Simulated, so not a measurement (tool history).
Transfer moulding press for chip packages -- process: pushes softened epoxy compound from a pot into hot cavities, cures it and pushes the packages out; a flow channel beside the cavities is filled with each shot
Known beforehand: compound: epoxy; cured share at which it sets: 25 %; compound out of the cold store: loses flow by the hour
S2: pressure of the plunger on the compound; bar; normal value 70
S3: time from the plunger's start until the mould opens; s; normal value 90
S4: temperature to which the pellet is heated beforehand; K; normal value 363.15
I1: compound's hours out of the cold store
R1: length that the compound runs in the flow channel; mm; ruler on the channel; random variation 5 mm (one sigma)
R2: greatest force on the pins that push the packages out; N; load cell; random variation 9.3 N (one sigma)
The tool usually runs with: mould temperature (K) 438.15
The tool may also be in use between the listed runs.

run 1 hour=0 | mould_temperature_(K)=438.15 S2=70 S3=90 S4=363.15 | I1=21.3 | R1=809 R2=447
-- hour=3.9 cavities cleaned with cleaning compound and waxed
run 2 hour=27.5 | mould_temperature_(K)=438.15 S2=70 S3=90 S4=363.15 | I1=35 | R1=723 R2=453
run 3 hour=42.7 | mould_temperature_(K)=438.15 S2=70 S3=90 S4=363.15 | I1=21.6 | R1=794 R2=451
run 4 hour=54.2 | mould_temperature_(K)=438.15 S2=80.8 S3=90 S4=363.15 | I1=16.6 | R1=890 R2=468
-- hour=60.5 cavities cleaned with cleaning compound and waxed
run 5 hour=72 | mould_temperature_(K)=438.15 S2=70 S3=90 S4=363.15 | I1=25 | R1=776 R2=451
-- hour=80.7 plunger's sealing rings changed
run 6 hour=89.2 | mould_temperature_(K)=438.15 S2=69.6 S3=90 S4=363.15 | I1=29.1 | R1=759 R2=422
run 7 hour=100.6 | mould_temperature_(K)=438.15 S2=69.6 S3=90 S4=363.15 | I1=41.6 | R1=699 R2=424
run 8 hour=116.4 | mould_temperature_(K)=438.15 S2=70 S3=90 S4=373.15 | I1=42.8 | R1=701 R2=418

Run 9 has not been measured yet. What should we expect?
-- hour=119.1 cavities cleaned with cleaning compound and waxed
run 9 hour=133.1 | mould_temperature_(K)=438.15 S2=70 S3=90 S4=363.15 | I1=31.6 | R1=? R2=?

R1: 746 mm
R2: 444 N
The same run, on a tool lacking any hidden state, would have yielded R1 746 mm, R2 443 N.
